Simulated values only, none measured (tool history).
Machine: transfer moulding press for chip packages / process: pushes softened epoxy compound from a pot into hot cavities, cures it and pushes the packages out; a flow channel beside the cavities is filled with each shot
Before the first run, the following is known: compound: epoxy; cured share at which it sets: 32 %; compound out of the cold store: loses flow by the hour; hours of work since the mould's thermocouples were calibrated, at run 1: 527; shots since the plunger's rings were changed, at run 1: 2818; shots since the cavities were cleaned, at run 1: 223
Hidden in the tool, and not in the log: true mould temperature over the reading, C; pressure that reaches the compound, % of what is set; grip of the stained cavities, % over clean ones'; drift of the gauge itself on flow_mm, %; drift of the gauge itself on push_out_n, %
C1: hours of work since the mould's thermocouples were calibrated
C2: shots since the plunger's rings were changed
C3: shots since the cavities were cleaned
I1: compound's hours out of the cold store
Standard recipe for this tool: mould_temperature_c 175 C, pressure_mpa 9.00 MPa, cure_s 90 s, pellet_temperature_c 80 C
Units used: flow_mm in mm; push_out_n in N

Run 1, day 0.000: usual settings; C1 527; C2 2818; C3 223; I1 10.2. Result: flow_mm 936 mm, push_out_n 475 N.
Run 2, day 1.033: usual settings; C1 546; C2 3181; C3 586; I1 10.5. Result: flow_mm 937 mm, push_out_n 472 N.
At day 1.758: cavities cleaned with cleaning compound and waxed.
Run 3, day 2.588: usual settings but pressure_mpa 7.11 MPa; C1 575; C2 3706; C3 291; I1 47.8. Result: flow_mm 736 mm, push_out_n 468 N.
Run 4, day 3.888: usual settings; C1 600; C2 4165; C3 750; I1 31.0. Result: flow_mm 875 mm, push_out_n 475 N.
At day 4.204: cavities cleaned with cleaning compound and waxed.
At day 4.442: plunger's sealing rings changed.
Run 5, day 4.950: usual settings; C1 617; C2 179; C3 226; I1 41.7. Result: flow_mm 845 mm, push_out_n 471 N.
Run 6, day 6.329: usual settings; C1 643; C2 664; C3 711; I1 10.0. Result: flow_mm 939 mm, push_out_n 494 N.
At day 6.667: cavities cleaned with cleaning compound and waxed.
Run 7, day 7.950: usual settings; C1 672; C2 1213; C3 452; I1 20.2. Result: flow_mm 904 mm, push_out_n 475 N.
Run 8, day 8.746: usual settings; C1 688; C2 1494; C3 733; I1 38.2. Result: flow_mm 857 mm, push_out_n 463 N.
At day 9.004: cavities cleaned with cleaning compound and waxed.
Run 9, day 10.371: usual settings but mould_temperature_c 169 C; C1 717; C2 2043; C3 481; I1 9.1. Result: flow_mm 979 mm, push_out_n 675 N.
At day 11.429: cavities cleaned with cleaning compound and waxed.
Run 10, day 11.812: usual settings but mould_temperature_c 169 C; C1 743; C2 2530; C3 137; I1 47.8. Result: flow_mm 861 mm, push_out_n 618 N.
Run 11, day 13.204: usual settings; C1 770; C2 3018; C3 625; I1 16.5. Result: flow_mm 916 mm, push_out_n 486 N.
At day 13.842: cavities cleaned with cleaning compound and waxed.
Run 12, day 14.408: usual settings; C1 792; C2 3421; C3 199; I1 26.9. Result: flow_mm 887 mm, push_out_n 475 N.
At day 15.138: mould's thermocouples calibrated.
Run 13, day 15.404: usual settings; C1 5; C2 3743; C3 521; I1 20.3. Result: flow_mm 906 mm, push_out_n 493 N.
At day 16.321: cavities cleaned with cleaning compound and waxed.
Run 14, day 16.454: usual settings; C1 24; C2 4090; C3 47; I1 22.7. Result: flow_mm 897 mm, push_out_n 485 N.
At day 17.112: plunger's sealing rings changed.
Run 15, day 17.596: usual settings; C1 44; C2 170; C3 412; I1 47.7. Result: flow_mm 830 mm, push_out_n 504 N.
Run 16, day 18.375: usual settings but cure_s 71 s, pellet_temperature_c 74 C; C1 58; C2 445; C3 687; I1 24.2. Result: flow_mm 893 mm, push_out_n 656 N.
At day 18.783: cavities cleaned with cleaning compound and waxed.
Run 17, day 19.650: usual settings but mould_temperature_c 178 C, pressure_mpa 8.72 MPa, cure_s 107 s, pellet_temperature_c 74 C; C1 81; C2 871; C3 306; I1 13.3. Result: flow_mm 896 mm, push_out_n 444 N.
At day 21.142: cavities cleaned with cleaning compound and waxed.
Run 18, day 21.204: usual settings but mould_temperature_c 178 C, pressure_mpa 8.72 MPa, cure_s 107 s, pellet_temperature_c 74 C; C1 110; C2 1395; C3 20; I1 47.1. Result: flow_mm 805 mm, push_out_n 434 N.
Run 19, day 22.329: usual settings but mould_temperature_c 171 C, pressure_mpa 8.75 MPa, cure_s 80 s, pellet_temperature_c 76 C; C1 131; C2 1792; C3 417; I1 10.8. Result: flow_mm 947 mm, push_out_n 719 N.
Run 20, day 23.050: usual settings but cure_s 129 s, pellet_temperature_c 87 C; C1 145; C2 2046; C3 671; I1 18.6. Result: flow_mm 908 mm, push_out_n 450 N.
At day 23.588: cavities cleaned with cleaning compound and waxed.
Run 21, day 24.133: usual settings but pressure_mpa 10.07 MPa, cure_s 129 s, pellet_temperature_c 87 C; C1 164; C2 2406; C3 192; I1 36.3. Result: flow_mm 908 mm, push_out_n 445 N.
Run 22, day 24.850: usual settings but pressure_mpa 10.07 MPa, cure_s 129 s, pellet_temperature_c 87 C; C1 178; C2 2657; C3 443; I1 33.7. Result: flow_mm 914 mm, push_out_n 439 N.
Run 23, day 25.838: usual settings but mould_temperature_c 183 C, cure_s 102 s, pellet_temperature_c 82 C; C1 197; C2 3005; C3 791; I1 37.2. Result: flow_mm 819 mm, push_out_n 448 N.
At day 25.983: cavities cleaned with cleaning compound and waxed.
Run 24, day 26.892: usual settings but mould_temperature_c 178 C, pressure_mpa 10.63 MPa, cure_s 75 s, pellet_temperature_c 82 C; C1 216; C2 3355; C3 321; I1 10.6. Result: flow_mm 998 mm, push_out_n 517 N.
Run 25, day 28.079: usual settings but mould_temperature_c 170 C; C1 238; C2 3772; C3 738; I1 17.0. Result: flow_mm 948 mm, push_out_n 597 N.
At day 28.354: cavities cleaned with cleaning compound and waxed.
At day 29.675: plunger's sealing rings changed.
Run 26, day 29.762: usual settings but mould_temperature_c 173 C, pressure_mpa 7.39 MPa, cure_s 105 s, pellet_temperature_c 75 C; C1 267; C2 32; C3 460; I1 39.1. Result: flow_mm 786 mm, push_out_n 459 N.

What does the tool deliver on the next run?
At day 30.821: cavities cleaned with cleaning compound and waxed.
Run 27, day 31.283: usual settings but mould_temperature_c 174 C, pressure_mpa 10.67 MPa, cure_s 81 s, pellet_temperature_c 74 C; C1 295; C2 544; C3 163; I1 39.0. Result: flow_mm ?, push_out_n ?.

{"run 27": {"flow_mm": 935, "push_out_n": 527}}
With the hidden condition absent and the run-to-run variation left alone, this run would have shown flow_mm 935 mm, push_out_n 525 N.
